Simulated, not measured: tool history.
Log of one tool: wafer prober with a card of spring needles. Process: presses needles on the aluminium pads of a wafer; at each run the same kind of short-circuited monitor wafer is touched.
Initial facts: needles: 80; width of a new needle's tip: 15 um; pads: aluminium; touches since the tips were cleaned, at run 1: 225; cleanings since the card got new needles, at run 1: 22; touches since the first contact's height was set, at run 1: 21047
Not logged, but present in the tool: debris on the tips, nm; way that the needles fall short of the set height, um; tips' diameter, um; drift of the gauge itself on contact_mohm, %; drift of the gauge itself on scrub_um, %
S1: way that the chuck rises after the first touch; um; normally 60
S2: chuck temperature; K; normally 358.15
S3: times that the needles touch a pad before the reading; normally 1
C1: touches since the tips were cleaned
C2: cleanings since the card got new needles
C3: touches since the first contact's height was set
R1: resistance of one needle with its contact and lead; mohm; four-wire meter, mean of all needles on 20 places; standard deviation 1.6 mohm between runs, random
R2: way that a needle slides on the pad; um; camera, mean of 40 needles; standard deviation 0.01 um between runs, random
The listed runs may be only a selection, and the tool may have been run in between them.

| run | day | S1 | S2 | S3 | C1 | C2 | C3 | R1 | R2 |
|---|---|---|---|---|---|---|---|---|---|
| 1 | 0.000 | 60 | 358.15 | 1 | 225 | 22 | 21047 | 183 | 7.27 |
|  | 0.446 | tips cleaned on abrasive film |
| 2 | 0.554 | 60 | 358.15 | 1 | 1052 | 23 | 26334 | 220 | 7.26 |
|  | 0.892 | tips cleaned on abrasive film |
| 3 | 1.058 | 60 | 358.15 | 1 | 1631 | 24 | 31146 | 229 | 7.24 |
|  | 1.317 | tips cleaned on abrasive film |
| 4 | 1.446 | 60 | 358.15 | 3 | 1234 | 25 | 34809 | 181 | 7.24 |
|  | 1.746 | tips cleaned on abrasive film |
| 5 | 1.925 | 60 | 358.15 | 1 | 1713 | 26 | 39377 | 228 | 7.23 |
|  | 2.196 | tips cleaned on abrasive film |
| 6 | 2.292 | 60 | 358.15 | 1 | 902 | 27 | 42843 | 204 | 7.23 |
|  | 2.625 | tips cleaned on abrasive film |
| 7 | 2.758 | 60 | 358.15 | 1 | 1284 | 28 | 47293 | 215 | 7.22 |
|  | 3.062 | tips cleaned on abrasive film |
| 8 | 3.392 | 60 | 358.15 | 1 | 3153 | 29 | 53348 | 263 | 7.24 |
|  | 3.496 | tips cleaned on abrasive film |
| 9 | 3.675 | 60 | 358.15 | 1 | 1740 | 30 | 56035 | 236 | 7.21 |
|  | 3.912 | tips cleaned on abrasive film |
| 10 | 4.021 | 60 | 358.15 | 1 | 1053 | 31 | 59319 | 211 | 7.21 |
|  | 4.354 | tips cleaned on abrasive film |
| 11 | 4.671 | 60 | 358.15 | 1 | 3047 | 32 | 65507 | 263 | 7.20 |
|  | 4.804 | tips cleaned on abrasive film |
| 12 | 5.133 | 60 | 358.15 | 1 | 3165 | 33 | 69926 | 263 | 7.19 |
|  | 5.229 | tips cleaned on abrasive film |
| 13 | 5.538 | 60 | 358.15 | 1 | 2953 | 34 | 73742 | 260 | 7.19 |
|  | 5.692 | tips cleaned on abrasive film |
|  | 6.150 | tips cleaned on abrasive film |
| 14 | 6.204 | 60 | 358.15 | 1 | 502 | 36 | 80079 | 189 | 7.17 |
| 15 | 6.550 | 60 | 358.15 | 1 | 3819 | 36 | 83396 | 276 | 7.16 |
|  | 6.604 | tips cleaned on abrasive film |
|  | 6.617 | height of the first contact set anew |
|  | 7.038 | tips cleaned on abrasive film |
| 16 | 7.217 | 60 | 358.15 | 1 | 1724 | 38 | 5732 | 236 | 7.28 |
|  | 7.483 | tips cleaned on abrasive film |
| 17 | 7.525 | 60 | 313.15 | 1 | 374 | 39 | 8616 | 178 | 7.26 |
|  | 7.917 | tips cleaned on abrasive film |
| 18 | 8.021 | 78 | 313.15 | 1 | 966 | 40 | 13339 | 186 | 9.46 |
|  | 8.388 | tips cleaned on abrasive film |
| 19 | 8.562 | 43 | 306.15 | 3 | 1697 | 41 | 18536 | 208 | 5.19 |
|  | 8.817 | tips cleaned on abrasive film |
| 20 | 8.946 | 43 | 306.15 | 3 | 1220 | 42 | 22150 | 196 | 5.18 |
|  | 9.250 | tips cleaned on abrasive film |
| 21 | 9.475 | 60 | 358.15 | 3 | 2165 | 43 | 27199 | 194 | 7.22 |
|  | 9.696 | tips cleaned on abrasive film |
| 22 | 10.054 | 57 | 312.15 | 1 | 3454 | 44 | 32731 | 280 | 6.87 |
|  | 10.121 | tips cleaned on abrasive film |
|  | 10.550 | tips cleaned on abrasive film |
| 23 | 10.550 | 41 | 358.15 | 1 | 0 | 46 | 37430 | 178 | 4.90 |
|  | 10.971 | tips cleaned on abrasive film |
| 24 | 11.062 | 54 | 341.15 | 1 | 887 | 47 | 42287 | 213 | 6.50 |
|  | 11.400 | tips cleaned on abrasive film |
| 25 | 11.604 | 46 | 341.15 | 3 | 1959 | 48 | 47449 | 209 | 5.50 |
|  | 11.842 | tips cleaned on abrasive film |
| 26 | 12.021 | 41 | 302.15 | 2 | 1724 | 49 | 51434 | 253 | 4.89 |
|  | 12.308 | tips cleaned on abrasive film |
| 27 | 12.496 | 69 | 367.15 | 1 | 1785 | 50 | 55922 | 214 | 8.27 |
|  | 12.733 | tips cleaned on abrasive film |
| 28 | 12.900 | 69 | 367.15 | 1 | 1603 | 51 | 59782 | 214 | 8.29 |
|  | 13.179 | tips cleaned on abrasive film |
| 29 | 13.325 | 69 | 367.15 | 1 | 1397 | 52 | 63830 | 212 | 8.28 |
|  | 13.600 | tips cleaned on abrasive film |
| 30 | 13.833 | 62 | 311.15 | 1 | 2274 | 53 | 68682 | 242 | 7.42 |
|  | 14.042 | tips cleaned on abrasive film |
| 31 | 14.112 | 54 | 329.15 | 1 | 689 | 54 | 71317 | 211 | 6.45 |
| 32 | 14.383 | 46 | 358.15 | 2 | 3268 | 54 | 73896 | 271 | 5.48 |
|  | 14.492 | tips cleaned on abrasive film |
| 33 | 14.888 | 71 | 308.15 | 2 | 3824 | 55 | 78733 | 205 | 8.51 |
|  | 14.946 | tips cleaned on abrasive film |
|  | 15.388 | tips cleaned on abrasive film |
|  | 15.400 | height of the first contact set anew |
| 34 | 15.408 | 60 | 314.15 | 1 | 99 | 57 | 99 | 171 | 7.29 |

How would selected steps in R1 from run to run divide? Give the signed amount a tool lacking its hidden state would still show from settings, what came in and random variation, and the signed amount left for the hidden state, including any gauge scatter that is not in both of the compared results.
Run 14 -> 15: settings left as they were, no log entry in between. R1 +87 mohm: hidden state +84, all else +3.
Run 21 -> 22: S1 60 -> 57, S2 358.15 -> 312.15, S3 3 -> 1, tips cleaned on abrasive film. R1 +86 mohm: hidden state +94, all else -8.
Run 22 -> 23: S1 57 -> 41, S2 312.15 -> 358.15, tips cleaned on abrasive film, tips cleaned on abrasive film. R1 -102 mohm: hidden state -113, all else +11.
